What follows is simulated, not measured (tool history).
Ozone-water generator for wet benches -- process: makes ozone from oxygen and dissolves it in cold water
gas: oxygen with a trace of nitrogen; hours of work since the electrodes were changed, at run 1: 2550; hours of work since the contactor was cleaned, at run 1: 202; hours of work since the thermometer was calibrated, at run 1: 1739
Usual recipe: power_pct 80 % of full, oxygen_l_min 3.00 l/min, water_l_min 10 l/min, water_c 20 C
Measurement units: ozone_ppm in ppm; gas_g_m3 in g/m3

run	hour	power_pct	oxygen_l_min	water_l_min	water_c	hours of work since the electrodes were changed	hours of work since the contactor was cleaned	hours of work since the thermometer was calibrated	ozone_ppm	gas_g_m3
1	0.0	80	3.00	10	20	2550	202	1739	21.6	172.4
2	75.9	80	3.00	10	28	2608	259	1796	18.7	173.4
3	248.9	45	3.00	10	20	2738	389	1927	13.3	107.0
4	356.0	80	3.00	10	14	2819	470	2007	23.2	169.7
5	514.7	80	3.42	10	20	2938	590	2127	21.5	161.5
6	637.1	80	3.42	8	20	3030	682	2219	24.7	163.1
7	740.6	80	3.42	8	20	3108	760	2297	24.3	162.7
8	914.2	80	1.51	10	20	3239	890	2428	18.4	220.4
9	1075.4	80	1.51	10	20	3360	1012	2549	18.0	218.3
10	1149.3	80	1.51	10	19	3416	1067	2605	18.2	216.3
11	1288.1	80	1.51	10	19	3521	1172	2709	18.0	217.6
12	1381.5	80	5.10	10	20	3591	1242	2780	21.4	137.2
13	1511.3	67	3.00	10	20	3689	1340	2877	17.8	144.9
14	1617.7	80	3.00	11	20	3769	1420	2958	18.9	167.5
15	1693.1	80	3.00	11	20	3826	1477	3014	19.0	166.6
16	1803.0	80	2.31	10	20	3908	1560	3097	19.5	182.3
17	1891.6	80	2.31	10	20	3975	1627	3164	19.5	183.9
18	2030.9	80	2.31	10	20	4080	1732	3269	19.6	182.7
# hour 2048.3: contactor cleaned
19	2187.4	80	3.00	10	27	4195	105	3384	17.8	164.8
20	2281.7	80	3.00	8	27	4266	176	3455	20.2	164.8
21	2408.5	81	3.00	14	27	4361	271	3550	13.9	165.1
22	2505.5	59	2.46	14	27	4435	344	3623	10.4	137.5
23	2661.6	59	5.35	14	27	4552	462	3741	11.2	104.1
24	2731.3	52	4.64	13	18	4605	514	3793	12.7	99.4
# hour 2844.7: contactor cleaned, once more
25	2849.8	44	3.97	11	21	4691	4	3880	12.0	92.3
26	2986.3	44	3.97	11	21	4794	107	3982	12.0	91.7
27	3091.3	44	3.97	11	21	4873	186	4061	11.9	90.9
28	3175.3	80	2.24	10	20	4936	249	4125	18.9	180.5
29	3281.2	43	2.98	9	15	5016	329	4204	14.4	100.1
30	3442.6	43	3.29	9	15	5137	450	4326	14.7	94.2
31	3543.5	43	3.29	9	15	5213	526	4402	14.5	97.1
# hour 3606.7: water thermometer calibrated
32	3676.6	95	3.00	7	14	5313	626	53	31.4	179.4
33	3766.8	80	3.56	10	20	5381	694	121	19.9	147.6

Below, some changes in ozone_ppm between adjacent runs. For each, the amount present without the hidden state too (settings, incoming material, random variation) and the amount remaining for the hidden state with gauge scatter not shared by both compared results:
The tool's hidden condition here consists of: yield of the discharge, % of new electrodes'; contactor's efficiency, % of a clean one's; true water temperature over the reading, C; drift of the gauge itself on ozone_ppm, %; drift of the gauge itself on gas_g_m3, %.
Run 3 -> 4: power_pct 45 -> 80, water_c 20 -> 14. ozone_ppm +9.9 ppm: hidden state -1.6, all else +11.5.
Run 27 -> 28: power_pct 44 -> 80, oxygen_l_min 3.97 -> 2.24, water_l_min 11 -> 10, water_c 21 -> 20. ozone_ppm +7.0 ppm: hidden state -2.2, all else +9.2.
Run 31 -> 32: power_pct 43 -> 95, oxygen_l_min 3.29 -> 3.00, water_l_min 9 -> 7, water_c 15 -> 14, water thermometer calibrated. ozone_ppm +16.9 ppm: hidden state -5.4, all else +22.3.
Run 32 -> 33: power_pct 95 -> 80, oxygen_l_min 3.00 -> 3.56, water_l_min 7 -> 10, water_c 14 -> 20. ozone_ppm -11.5 ppm: hidden state +2.9, all else -14.4.

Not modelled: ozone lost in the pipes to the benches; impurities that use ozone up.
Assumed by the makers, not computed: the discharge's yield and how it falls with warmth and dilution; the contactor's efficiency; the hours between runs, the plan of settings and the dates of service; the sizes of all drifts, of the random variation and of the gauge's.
